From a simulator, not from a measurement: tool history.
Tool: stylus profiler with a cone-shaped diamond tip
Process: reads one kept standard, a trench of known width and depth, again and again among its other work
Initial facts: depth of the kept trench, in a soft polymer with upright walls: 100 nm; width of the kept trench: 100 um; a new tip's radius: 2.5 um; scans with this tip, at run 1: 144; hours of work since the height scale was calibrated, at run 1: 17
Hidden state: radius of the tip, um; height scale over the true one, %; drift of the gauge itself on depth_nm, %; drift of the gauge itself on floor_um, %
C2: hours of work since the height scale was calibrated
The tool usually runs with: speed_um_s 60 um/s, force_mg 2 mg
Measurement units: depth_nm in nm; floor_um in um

Run 1, day 0: usual settings; scans with this tip 144; C2 17. Result: depth_nm 100.48 nm, floor_um 98.25 um.
Run 2, day 0.583: usual settings but force_mg 2.32 mg; scans with this tip 229; C2 27. Result: depth_nm 100.56 nm, floor_um 98.3 um.
Run 3, day 1.433: usual settings but force_mg 2.32 mg; scans with this tip 353; C2 42. Result: depth_nm 100.45 nm, floor_um 98.26 um.
Run 4, day 1.9: usual settings but force_mg 2.32 mg; scans with this tip 421; C2 50. Result: depth_nm 100.55 nm, floor_um 98.26 um.
Run 5, day 2.608: usual settings but force_mg 2.32 mg; scans with this tip 524; C2 62. Result: depth_nm 100.5 nm, floor_um 98.26 um.
Run 6, day 3.558: usual settings but force_mg 2.32 mg; scans with this tip 663; C2 79. Result: depth_nm 100.53 nm, floor_um 98.26 um.
Run 7, day 4.138: usual settings but force_mg 3.89 mg; scans with this tip 747; C2 88. Result: depth_nm 100.75 nm, floor_um 98.35 um.
Run 8, day 5.071: usual settings but force_mg 3.89 mg; scans with this tip 883; C2 105. Result: depth_nm 100.76 nm, floor_um 98.33 um.
Run 9, day 5.675: usual settings but force_mg 3.89 mg; scans with this tip 971; C2 115. Result: depth_nm 100.79 nm, floor_um 98.35 um.
Run 10, day 6.5: usual settings but force_mg 3.89 mg; scans with this tip 1092; C2 129. Result: depth_nm 100.69 nm, floor_um 98.34 um.
Run 11, day 7.088: usual settings but force_mg 3.89 mg; scans with this tip 1177; C2 139. Result: depth_nm 100.76 nm, floor_um 98.33 um.
Run 12, day 7.946: usual settings but speed_um_s 172 um/s; scans with this tip 1303; C2 154. Result: depth_nm 100.56 nm, floor_um 97.54 um.
Run 13, day 8.696: usual settings but speed_um_s 145 um/s; scans with this tip 1412; C2 167. Result: depth_nm 100.47 nm, floor_um 97.69 um.
Run 14, day 9.4: usual settings but speed_um_s 145 um/s; scans with this tip 1515; C2 179. Result: depth_nm 100.49 nm, floor_um 97.67 um.
Run 15, day 10.233: usual settings but speed_um_s 145 um/s; scans with this tip 1636; C2 194. Result: depth_nm 100.47 nm, floor_um 97.73 um.
Run 16, day 11.008: usual settings but speed_um_s 145 um/s; scans with this tip 1749; C2 207. Result: depth_nm 100.54 nm, floor_um 97.69 um.
Run 17, day 11.742: usual settings but speed_um_s 145 um/s; scans with this tip 1856; C2 220. Result: depth_nm 100.55 nm, floor_um 97.69 um.
Run 18, day 12.367: usual settings; scans with this tip 1947; C2 231. Result: depth_nm 100.59 nm, floor_um 98.21 um.
Run 19, day 12.779: usual settings; scans with this tip 2008; C2 238. Result: depth_nm 100.54 nm, floor_um 98.22 um.
Run 20, day 13.183: usual settings but force_mg 1.73 mg; scans with this tip 2066; C2 245. Result: depth_nm 100.51 nm, floor_um 98.13 um.
Run 21, day 14.008: usual settings but force_mg 1.73 mg; scans with this tip 2187; C2 259. Result: depth_nm 100.54 nm, floor_um 98.16 um.
Run 22, day 14.771: usual settings but speed_um_s 31 um/s; scans with this tip 2298; C2 272. Result: depth_nm 100.52 nm, floor_um 98.34 um.
Run 23, day 15.696: usual settings; scans with this tip 2433; C2 288. Result: depth_nm 100.65 nm, floor_um 98.18 um.
Run 24, day 16.567: usual settings but speed_um_s 29 um/s; scans with this tip 2560; C2 303. Result: depth_nm 100.59 nm, floor_um 98.35 um.
Run 25, day 17.367: usual settings but speed_um_s 124 um/s, force_mg 1.45 mg; scans with this tip 2677; C2 317. Result: depth_nm 100.56 nm, floor_um 97.68 um.
Run 26, day 17.808: usual settings but speed_um_s 183 um/s, force_mg 4.1 mg; scans with this tip 2741; C2 325. Result: depth_nm 100.96 nm, floor_um 97.79 um.
Run 27, day 18.521: usual settings but speed_um_s 183 um/s, force_mg 4.1 mg; scans with this tip 2845; C2 337. Result: depth_nm 100.84 nm, floor_um 97.77 um.
Run 28, day 19.504: usual settings but speed_um_s 42 um/s, force_mg 1.06 mg; scans with this tip 2989; C2 354. Result: depth_nm 100.45 nm, floor_um 98.17 um.
Run 29, day 20.379: usual settings but speed_um_s 42 um/s, force_mg 1.06 mg; scans with this tip 3116; C2 369. Result: depth_nm 100.44 nm, floor_um 98.17 um.
Run 30, day 20.942: usual settings but speed_um_s 189 um/s, force_mg 0.88 mg; scans with this tip 3198; C2 379. Result: depth_nm 100.41 nm, floor_um 96.72 um.
Run 31, day 21.383: usual settings but speed_um_s 142 um/s, force_mg 5.84 mg; scans with this tip 3262; C2 387. Result: depth_nm 101.03 nm, floor_um 98.03 um.
Run 32, day 22.371: usual settings but speed_um_s 142 um/s, force_mg 5.84 mg; scans with this tip 3406; C2 404. Result: depth_nm 101.07 nm, floor_um 98.01 um.
Run 33, day 23.108: usual settings but speed_um_s 142 um/s, force_mg 5.84 mg; scans with this tip 3514; C2 416. Result: depth_nm 101.12 nm, floor_um 98.02 um.
Run 34, day 23.942: usual settings but speed_um_s 142 um/s, force_mg 5.84 mg; scans with this tip 3636; C2 431. Result: depth_nm 101.1 nm, floor_um 98.07 um.
Run 35, day 24.783: usual settings but speed_um_s 178 um/s, force_mg 2.79 mg; scans with this tip 3759; C2 445. Result: depth_nm 100.75 nm, floor_um 97.53 um.
Run 36, day 25.592: usual settings but speed_um_s 40 um/s, force_mg 1.26 mg; scans with this tip 3877; C2 459. Result: depth_nm 100.42 nm, floor_um 98.15 um.
Run 37, day 26.225: usual settings but speed_um_s 57 um/s, force_mg 2.56 mg; scans with this tip 3969; C2 470. Result: depth_nm 100.82 nm, floor_um 98.19 um.
Run 38, day 27.108: usual settings but speed_um_s 57 um/s, force_mg 2.56 mg; scans with this tip 4098; C2 485. Result: depth_nm 100.71 nm, floor_um 98.18 um.

Predict the results of run 39:
Run 39, day 27.642: usual settings but speed_um_s 51 um/s, force_mg 2.87 mg; scans with this tip 4175; C2 495. Result: depth_nm ?, floor_um ?.

Run 39 produced depth_nm 100.76 nm, floor_um 98.23 um.
Without the tool's hidden state the same run would have given depth_nm 100.56 nm, floor_um 98.32 um.
